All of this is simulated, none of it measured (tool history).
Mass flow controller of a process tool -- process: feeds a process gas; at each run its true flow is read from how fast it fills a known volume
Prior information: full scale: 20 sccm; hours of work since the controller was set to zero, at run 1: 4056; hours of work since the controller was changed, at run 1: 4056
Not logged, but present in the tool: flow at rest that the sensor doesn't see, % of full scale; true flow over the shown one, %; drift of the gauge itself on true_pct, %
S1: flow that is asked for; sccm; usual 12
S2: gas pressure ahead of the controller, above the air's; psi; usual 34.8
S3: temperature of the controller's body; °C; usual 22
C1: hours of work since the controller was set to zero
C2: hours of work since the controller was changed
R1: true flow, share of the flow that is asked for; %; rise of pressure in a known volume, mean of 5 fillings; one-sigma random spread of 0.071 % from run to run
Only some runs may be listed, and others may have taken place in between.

Run 1, hour 0: usual settings; C1 4056; C2 4056. Result: R1 96.43 %.
Run 2, hour 216.1: usual settings but S2 32.1 psi; C1 4133; C2 4133. Result: R1 96.27 %.
Run 3, hour 334.4: usual settings but S2 32.1 psi; C1 4174; C2 4174. Result: R1 96.12 %.
Run 4, hour 478.1: usual settings but S3 36 °C; C1 4225; C2 4225. Result: R1 95.85 %.
Run 5, hour 635.2: usual settings; C1 4281; C2 4281. Result: R1 96.04 %.
Run 6, hour 746.3: usual settings; C1 4320; C2 4320. Result: R1 95.97 %.
Run 7, hour 925.1: usual settings but S2 21.6 psi; C1 4383; C2 4383. Result: R1 95.82 %.
Run 8, hour 1131.5: usual settings but S2 21.6 psi; C1 4456; C2 4456. Result: R1 95.81 %.
Run 9, hour 1371.6: usual settings; C1 4541; C2 4541. Result: R1 95.74 %.
Run 10, hour 1543: usual settings but S1 4 sccm, S2 25.4 psi, S3 28 °C; C1 4602; C2 4602. Result: R1 92.69 %.
Run 11, hour 1737.4: usual settings but S1 4 sccm, S2 25.4 psi, S3 28 °C; C1 4670; C2 4670. Result: R1 92.4 %.
Run 12, hour 1907.3: usual settings but S2 32.9 psi, S3 23 °C; C1 4730; C2 4730. Result: R1 95.76 %.
Run 13, hour 2109.2: usual settings but S2 32.9 psi, S3 23 °C; C1 4802; C2 4802. Result: R1 95.55 %.
Run 14, hour 2235.9: usual settings but S1 3 sccm, S2 25.4 psi, S3 35 °C; C1 4846; C2 4846. Result: R1 90.75 %.
Run 15, hour 2362.1: usual settings but S2 28.9 psi; C1 4891; C2 4891. Result: R1 95.58 %.
Run 16, hour 2607: usual settings but S3 20 °C; C1 4977; C2 4977. Result: R1 95.56 %.
Run 17, hour 2839.6: usual settings but S1 4 sccm; C1 5060; C2 5060. Result: R1 92.22 %.

Branching from run 17: 4 alternative next runs. What would each branch give?
Run A, hour 3088.8: usual settings but S1 3 sccm, S2 25.5 psi; C1 5148; C2 5148. Result: R1 ?.
Run B, hour 3088.8: usual settings but S1 18 sccm, S2 30.7 psi; C1 5148; C2 5148. Result: R1 ?.
Run C, hour 3088.8: usual settings but S1 5 sccm, S2 24.5 psi; C1 5148; C2 5148. Result: R1 ?.
Run D, hour 3088.8: usual settings but S1 5 sccm, S2 30 psi, S3 28 °C; C1 5148; C2 5148. Result: R1 ?.

run     R1
  A  90.62
  B  96.01
  C  92.84
  D  92.89
Without the tool's hidden state the same runs would have given:
run      R1
  A   99.58
  B  100.08
  C   99.45
  D   99.51

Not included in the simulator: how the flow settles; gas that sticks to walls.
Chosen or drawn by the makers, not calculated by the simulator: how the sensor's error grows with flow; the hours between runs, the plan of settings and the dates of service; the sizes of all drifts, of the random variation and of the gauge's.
